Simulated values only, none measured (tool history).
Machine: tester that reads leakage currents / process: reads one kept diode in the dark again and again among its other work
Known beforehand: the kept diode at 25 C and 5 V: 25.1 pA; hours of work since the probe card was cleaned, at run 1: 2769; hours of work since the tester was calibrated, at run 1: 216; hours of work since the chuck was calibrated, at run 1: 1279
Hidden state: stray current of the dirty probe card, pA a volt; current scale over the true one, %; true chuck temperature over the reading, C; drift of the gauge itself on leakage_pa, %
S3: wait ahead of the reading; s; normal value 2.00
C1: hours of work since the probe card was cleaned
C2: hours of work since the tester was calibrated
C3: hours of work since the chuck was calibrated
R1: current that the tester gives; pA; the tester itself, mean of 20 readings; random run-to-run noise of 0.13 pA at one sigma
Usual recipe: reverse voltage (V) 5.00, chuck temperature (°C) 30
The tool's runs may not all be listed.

Run 1, hour 0.0: usual settings; C1 2769; C2 216; C3 1279. Result: R1 42.85 pA.
Run 2, hour 26.0: usual settings; C1 2782; C2 230; C3 1292. Result: R1 43.16 pA.
Run 3, hour 44.3: usual settings but reverse voltage (V) 1.38; C1 2791; C2 239; C3 1302. Result: R1 19.38 pA.
Run 4, hour 66.5: usual settings but reverse voltage (V) 1.38; C1 2803; C2 250; C3 1313. Result: R1 19.38 pA.
Run 5, hour 84.2: usual settings; C1 2812; C2 259; C3 1322. Result: R1 43.10 pA.
Run 6, hour 101.5: usual settings but reverse voltage (V) 1.61; C1 2821; C2 268; C3 1331. Result: R1 21.25 pA.
Run 7, hour 121.9: usual settings but reverse voltage (V) 1.61; C1 2831; C2 279; C3 1342. Result: R1 21.24 pA.
Run 8, hour 134.9: usual settings but reverse voltage (V) 1.61; C1 2838; C2 286; C3 1348. Result: R1 21.16 pA.
Run 9, hour 158.3: usual settings but reverse voltage (V) 1.61; C1 2850; C2 298; C3 1360. Result: R1 21.20 pA.
Run 10, hour 180.5: usual settings but reverse voltage (V) 2.04; C1 2861; C2 309; C3 1372. Result: R1 24.67 pA.
Run 11, hour 205.2: usual settings but reverse voltage (V) 2.04; C1 2874; C2 322; C3 1385. Result: R1 24.59 pA.
Run 12, hour 231.1: usual settings but S3 0.41 s; C1 2888; C2 335; C3 1398. Result: R1 45.23 pA.
Run 13, hour 256.6: usual settings but S3 0.41 s; C1 2901; C2 348; C3 1411. Result: R1 45.34 pA.
Run 14, hour 273.4: usual settings but reverse voltage (V) 3.30; C1 2909; C2 357; C3 1420. Result: R1 33.28 pA.
Run 15, hour 303.7: usual settings but chuck temperature (°C) 29; C1 2925; C2 372; C3 1435. Result: R1 40.52 pA.
Run 16, hour 332.8: usual settings but chuck temperature (°C) 29; C1 2940; C2 387; C3 1450. Result: R1 40.56 pA.
Run 17, hour 356.8: usual settings but reverse voltage (V) 2.39, chuck temperature (°C) 31, S3 0.41 s; C1 2952; C2 400; C3 1463. Result: R1 30.20 pA.
Run 18, hour 378.0: usual settings but reverse voltage (V) 2.39, chuck temperature (°C) 31, S3 0.41 s; C1 2963; C2 411; C3 1473. Result: R1 30.07 pA.
Run 19, hour 407.1: usual settings but reverse voltage (V) 2.39, chuck temperature (°C) 31, S3 0.41 s; C1 2978; C2 426; C3 1488. Result: R1 30.20 pA.
Run 20, hour 434.9: usual settings but chuck temperature (°C) 31, S3 3.18 s; C1 2992; C2 440; C3 1503. Result: R1 46.15 pA.
Run 21, hour 459.5: usual settings but chuck temperature (°C) 22, S3 0.66 s; C1 3005; C2 452; C3 1515. Result: R1 26.82 pA.
Run 22, hour 476.4: usual settings but reverse voltage (V) 5.14, S3 2.43 s; C1 3014; C2 461; C3 1524. Result: R1 44.01 pA.
Run 23, hour 499.9: usual settings but reverse voltage (V) 16.26, chuck temperature (°C) 24, S3 1.14 s; C1 3026; C2 473; C3 1536. Result: R1 66.92 pA.
Run 24, hour 513.3: usual settings but reverse voltage (V) 16.26, chuck temperature (°C) 24, S3 1.14 s; C1 3033; C2 480; C3 1543. Result: R1 67.35 pA.
Run 25, hour 532.4: usual settings but S3 3.88 s; C1 3042; C2 490; C3 1553. Result: R1 42.77 pA.
Run 26, hour 549.7: usual settings but S3 3.88 s; C1 3051; C2 499; C3 1562. Result: R1 43.09 pA.
Run 27, hour 570.6: usual settings but reverse voltage (V) 6.94, chuck temperature (°C) 36, S3 2.22 s; C1 3062; C2 510; C3 1572. Result: R1 79.76 pA.
Run 28, hour 584.7: usual settings but reverse voltage (V) 6.94, chuck temperature (°C) 36, S3 2.22 s; C1 3069; C2 517; C3 1580. Result: R1 79.45 pA.
Run 29, hour 597.4: usual settings but reverse voltage (V) 6.94, chuck temperature (°C) 36, S3 2.22 s; C1 3076; C2 523; C3 1586. Result: R1 79.81 pA.
Run 30, hour 617.4: usual settings but S3 1.55 s; C1 3086; C2 534; C3 1596. Result: R1 43.71 pA.
Run 31, hour 642.8: usual settings but reverse voltage (V) 3.41, chuck temperature (°C) 27, S3 1.55 s; C1 3099; C2 547; C3 1610. Result: R1 27.71 pA.

What would each run have given without the hidden state, its run-to-run variation left as it was?
run     R1
  1  38.06
  2  38.32
  3  18.19
  4  18.19
  5  38.25
  6  19.82
  7  19.82
  8  19.75
  9  19.78
 10  22.80
 11  22.72
 12  40.29
 13  40.38
 14  30.10
 15  35.45
 16  35.48
 17  27.99
 18  27.86
 19  27.99
 20  41.14
 21  21.36
 22  38.77
 23  48.66
 24  48.95
 25  37.68
 26  37.97
 27  73.03
 28  72.73
 29  73.06
 30  38.52
 31  24.16
